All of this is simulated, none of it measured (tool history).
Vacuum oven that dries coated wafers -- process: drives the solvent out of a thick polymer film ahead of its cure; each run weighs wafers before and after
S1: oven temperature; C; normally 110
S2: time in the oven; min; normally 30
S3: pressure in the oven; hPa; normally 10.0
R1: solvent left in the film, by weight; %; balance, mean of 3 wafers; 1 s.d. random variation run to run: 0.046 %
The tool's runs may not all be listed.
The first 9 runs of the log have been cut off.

run 10 hour=584.8 | S1=110 S2=30 S3=23.2 | R1=5.66
run 11 hour=669.2 | S1=110 S2=30 S3=23.2 | R1=5.65
run 12 hour=723.5 | S1=110 S2=30 S3=23.2 | R1=5.61
-- hour=759.3 oven's thermocouples calibrated
run 13 hour=800.5 | S1=110 S2=30 S3=23.2 | R1=5.68
run 14 hour=841.6 | S1=115 S2=30 S3=10.0 | R1=2.22
run 15 hour=885.9 | S1=110 S2=30 S3=10.0 | R1=2.97
run 16 hour=958.6 | S1=110 S2=30 S3=10.0 | R1=2.94
run 17 hour=996.3 | S1=110 S2=30 S3=7.6 | R1=2.44
run 18 hour=1055.0 | S1=110 S2=30 S3=7.6 | R1=2.49
run 19 hour=1115.8 | S1=110 S2=30 S3=10.0 | R1=3.04
run 20 hour=1183.2 | S1=110 S2=30 S3=10.0 | R1=3.01
run 21 hour=1251.0 | S1=110 S2=30 S3=10.0 | R1=2.95
run 22 hour=1314.1 | S1=110 S2=30 S3=10.0 | R1=2.94
run 23 hour=1381.8 | S1=110 S2=30 S3=10.0 | R1=2.93
run 24 hour=1426.1 | S1=114 S2=41 S3=27.1 | R1=5.30
run 25 hour=1463.0 | S1=110 S2=34 S3=24.3 | R1=5.75
run 26 hour=1534.0 | S1=118 S2=49 S3=5.7 | R1=0.97

What will run 27 give?
run 27 hour=1594.2 | S1=98 S2=21 S3=7.3 | R1=?

Run 27 produced R1 6.25 %.
With no hidden state in the tool, this same run would have given R1 6.20 %.

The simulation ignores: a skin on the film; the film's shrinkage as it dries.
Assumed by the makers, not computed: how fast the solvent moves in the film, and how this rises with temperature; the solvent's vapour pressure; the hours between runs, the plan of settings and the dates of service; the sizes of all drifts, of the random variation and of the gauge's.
